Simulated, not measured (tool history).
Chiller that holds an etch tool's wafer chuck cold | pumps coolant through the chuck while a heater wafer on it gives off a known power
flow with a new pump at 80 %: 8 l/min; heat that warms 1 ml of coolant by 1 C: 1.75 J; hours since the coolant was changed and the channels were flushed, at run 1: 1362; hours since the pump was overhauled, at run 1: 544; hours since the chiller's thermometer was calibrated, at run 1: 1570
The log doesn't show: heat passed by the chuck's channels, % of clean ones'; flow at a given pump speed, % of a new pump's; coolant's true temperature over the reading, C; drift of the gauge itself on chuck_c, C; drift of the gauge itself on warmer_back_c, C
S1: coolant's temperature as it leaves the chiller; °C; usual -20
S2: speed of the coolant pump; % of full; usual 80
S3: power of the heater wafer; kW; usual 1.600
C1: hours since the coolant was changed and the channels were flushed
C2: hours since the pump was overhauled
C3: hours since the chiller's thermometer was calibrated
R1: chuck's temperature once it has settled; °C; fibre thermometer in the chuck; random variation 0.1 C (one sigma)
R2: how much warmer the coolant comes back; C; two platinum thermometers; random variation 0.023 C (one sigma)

{"run": 1, "hour": 0.0, "S1": -20, "S2": 80, "S3": 1.6, "C1": 1362, "C2": 544, "C3": 1570, "R1": -5.0, "R2": 6.9}
{"run": 2, "hour": 29.3, "S1": -10, "S2": 80, "S3": 1.6, "C1": 1391, "C2": 573, "C3": 1599, "R1": 5.1, "R2": 6.9}
{"run": 3, "hour": 65.3, "S1": -20, "S2": 66, "S3": 1.6, "C1": 1427, "C2": 609, "C3": 1635, "R1": -1.8, "R2": 8.31}
{"run": 4, "hour": 95.0, "S1": -20, "S2": 66, "S3": 1.6, "C1": 1457, "C2": 639, "C3": 1665, "R1": -1.9, "R2": 8.37}
{"run": 5, "hour": 129.2, "S1": -20, "S2": 80, "S3": 1.6, "C1": 1491, "C2": 673, "C3": 1699, "R1": -4.8, "R2": 6.9}
{"run": 6, "hour": 177.9, "S1": -20, "S2": 80, "S3": 1.6, "C1": 1540, "C2": 722, "C3": 1748, "R1": -5.0, "R2": 6.91}
{"run": 7, "hour": 213.5, "S1": -20, "S2": 80, "S3": 1.6, "C1": 1575, "C2": 757, "C3": 1783, "R1": -4.8, "R2": 6.88}
{"run": 8, "hour": 249.2, "S1": -20, "S2": 80, "S3": 1.038, "C1": 1611, "C2": 793, "C3": 1819, "R1": -10.4, "R2": 4.52}
{"run": 9, "hour": 292.9, "S1": -20, "S2": 80, "S3": 1.038, "C1": 1655, "C2": 837, "C3": 1863, "R1": -10.3, "R2": 4.47}
{"run": 10, "hour": 326.6, "S1": -20, "S2": 80, "S3": 1.038, "C1": 1689, "C2": 870, "C3": 1897, "R1": -10.3, "R2": 4.52}
{"run": 11, "hour": 355.0, "S1": -20, "S2": 80, "S3": 1.038, "C1": 1717, "C2": 899, "C3": 1925, "R1": -10.3, "R2": 4.47}
{"run": 12, "hour": 390.9, "S1": -20, "S2": 80, "S3": 1.038, "C1": 1753, "C2": 935, "C3": 1961, "R1": -10.3, "R2": 4.52}
{"run": 13, "hour": 430.8, "S1": -28, "S2": 80, "S3": 1.6, "C1": 1793, "C2": 974, "C3": 2001, "R1": -12.9, "R2": 6.9}
{"run": 14, "hour": 480.7, "S1": -20, "S2": 80, "S3": 1.6, "C1": 1843, "C2": 1024, "C3": 2051, "R1": -4.6, "R2": 6.98}
{"run": 15, "hour": 508.2, "S1": -20, "S2": 80, "S3": 1.6, "C1": 1870, "C2": 1052, "C3": 2078, "R1": -4.6, "R2": 6.93}
{"run": 16, "hour": 543.7, "S1": -20, "S2": 80, "S3": 1.6, "C1": 1906, "C2": 1087, "C3": 2114, "R1": -4.6, "R2": 6.93}
{"run": 17, "hour": 571.4, "S1": -20, "S2": 80, "S3": 1.6, "C1": 1933, "C2": 1115, "C3": 2141, "R1": -4.6, "R2": 6.97}
{"run": 18, "hour": 609.4, "S1": -20, "S2": 80, "S3": 1.6, "C1": 1971, "C2": 1153, "C3": 2179, "R1": -4.7, "R2": 6.91}
{"run": 19, "hour": 639.8, "S1": -20, "S2": 97, "S3": 1.6, "C1": 2002, "C2": 1183, "C3": 2210, "R1": -7.2, "R2": 5.7}
{"run": 20, "hour": 661.9, "S1": -20, "S2": 80, "S3": 2.212, "C1": 2024, "C2": 1206, "C3": 2232, "R1": 1.3, "R2": 9.59}
{"run": 21, "hour": 702.7, "S1": -21, "S2": 80, "S3": 1.568, "C1": 2065, "C2": 1246, "C3": 2273, "R1": -6.0, "R2": 6.81}
{"hour": 706.4, "done": "chiller's thermometer calibrated"}
{"run": 22, "hour": 751.2, "S1": -21, "S2": 80, "S3": 1.568, "C1": 2112, "C2": 1294, "C3": 45, "R1": -6.0, "R2": 6.82}
{"run": 23, "hour": 775.5, "S1": -21, "S2": 80, "S3": 1.568, "C1": 2136, "C2": 1318, "C3": 69, "R1": -6.0, "R2": 6.82}
{"run": 24, "hour": 818.0, "S1": -28, "S2": 78, "S3": 1.568, "C1": 2179, "C2": 1361, "C3": 112, "R1": -12.6, "R2": 6.99}
{"run": 25, "hour": 851.4, "S1": -12, "S2": 78, "S3": 2.3, "C1": 2212, "C2": 1394, "C3": 145, "R1": 10.8, "R2": 10.29}
{"run": 26, "hour": 900.5, "S1": -23, "S2": 72, "S3": 1.136, "C1": 2261, "C2": 1443, "C3": 194, "R1": -11.0, "R2": 5.51}
{"hour": 911.5, "done": "chiller's thermometer calibrated, once more"}
{"run": 27, "hour": 936.7, "S1": -23, "S2": 72, "S3": 1.136, "C1": 2297, "C2": 1478, "C3": 25, "R1": -10.6, "R2": 5.51}
{"run": 28, "hour": 971.6, "S1": -27, "S2": 80, "S3": 1.6, "C1": 2332, "C2": 1513, "C3": 60, "R1": -11.3, "R2": 7.01}
{"run": 29, "hour": 1012.6, "S1": -27, "S2": 80, "S3": 1.6, "C1": 2373, "C2": 1554, "C3": 101, "R1": -11.2, "R2": 6.95}
{"run": 30, "hour": 1047.3, "S1": -18, "S2": 67, "S3": 1.4, "C1": 2407, "C2": 1589, "C3": 136, "R1": -1.7, "R2": 7.31}
{"run": 31, "hour": 1084.6, "S1": -18, "S2": 67, "S3": 1.4, "C1": 2445, "C2": 1626, "C3": 173, "R1": -1.6, "R2": 7.31}
{"run": 32, "hour": 1127.7, "S1": -18, "S2": 62, "S3": 1.6, "C1": 2488, "C2": 1669, "C3": 216, "R1": 2.0, "R2": 9.04}
{"run": 33, "hour": 1177.1, "S1": -18, "S2": 100, "S3": 1.6, "C1": 2537, "C2": 1719, "C3": 266, "R1": -5.3, "R2": 5.58}

Some steps in R1 between neighbouring runs. How much of each would the tool show without its hidden state too (settings, what came in, random variation), and how much is left for the hidden state, with any gauge scatter that isn't in both results?
Run 1 -> 2: S1 -20 -> -10. R1 +10.1 °C: hidden state +0.0, all else +10.1.
Run 19 -> 20: S2 97 -> 80, S3 1.600 -> 2.212. R1 +8.5 °C: hidden state +0.5, all else +8.0.
Run 24 -> 25: S1 -28 -> -12, S3 1.568 -> 2.300. R1 +23.4 °C: hidden state +0.5, all else +22.9.
Run 25 -> 26: S1 -12 -> -23, S2 78 -> 72, S3 2.300 -> 1.136. R1 -21.8 °C: hidden state -0.7, all else -21.1.
